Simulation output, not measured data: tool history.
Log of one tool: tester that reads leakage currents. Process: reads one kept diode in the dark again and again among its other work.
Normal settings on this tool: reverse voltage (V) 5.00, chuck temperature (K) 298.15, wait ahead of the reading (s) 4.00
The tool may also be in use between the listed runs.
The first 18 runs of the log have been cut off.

run    hour  reverse voltage (V)  chuck temperature (K)  wait ahead of the reading (s)  current that the tester gives (pA)
 19   556.0                 5.00                 322.15                           4.00                              609.69
 20   586.8                 5.00                 322.15                           4.00                              608.40
 21   615.7                 5.00                 322.15                           4.00                              604.52
 22   650.8                 4.17                 322.15                           5.92                              547.25
 23   671.9                 4.17                 299.15                           5.92                               97.76
 24   711.6                11.94                 308.15                           1.24                              345.36
 25   753.4                11.94                 308.15                           1.24                              342.26
 26   772.8                 5.00                 332.15                           4.00                             1173.55
 27   802.1                 1.77                 319.15                           4.00                              279.05
 28   832.2                 1.77                 319.15                           4.00                              276.38
 29   868.8                 5.00                 302.15                           5.96                              133.61
 30   899.4                 5.00                 296.15                           5.52                               83.22
 31   935.3                 5.00                 299.15                           9.63                              106.02
 32   966.7                 4.20                 298.15                           7.99                               87.69
      976.8  -- chuck's temperature calibrated
 33  1002.0                 3.56                 332.15                           0.95                             1120.59
 34  1028.8                 1.54                 294.15                           0.35                               46.98
 35  1061.8                 1.54                 293.15                           1.29                               42.12
 36  1086.6                 5.32                 298.15                           2.99                              120.10
 37  1131.6                 2.20                 294.15                           0.74                               55.45
 38  1151.3                 7.82                 294.15                           6.40                              106.59
 39  1183.9                 2.08                 298.15                           4.00                               72.41
 40  1220.7                 5.95                 311.15                           4.00                              338.89
 41  1262.3                 1.54                 333.15                           1.10                              762.08

Below are 3 alternative next runs, each starting from the tool's condition after run 41. Predict each:
  A  1292.6                 1.54                 333.15                           2.21                                   ?
  B  1292.6                 1.66                 333.15                           1.10                                   ?
  C  1292.6                 4.20                 298.15                           8.41                                   ?

run  current that the tester gives (pA)
  A                              758.81
  B                              791.68
  C                              104.12
Take away the tool's hidden state, keep each run's random variation, and the runs would have read:
run  current that the tester gives (pA)
  A                              767.42
  B                              800.63
  C                              103.96
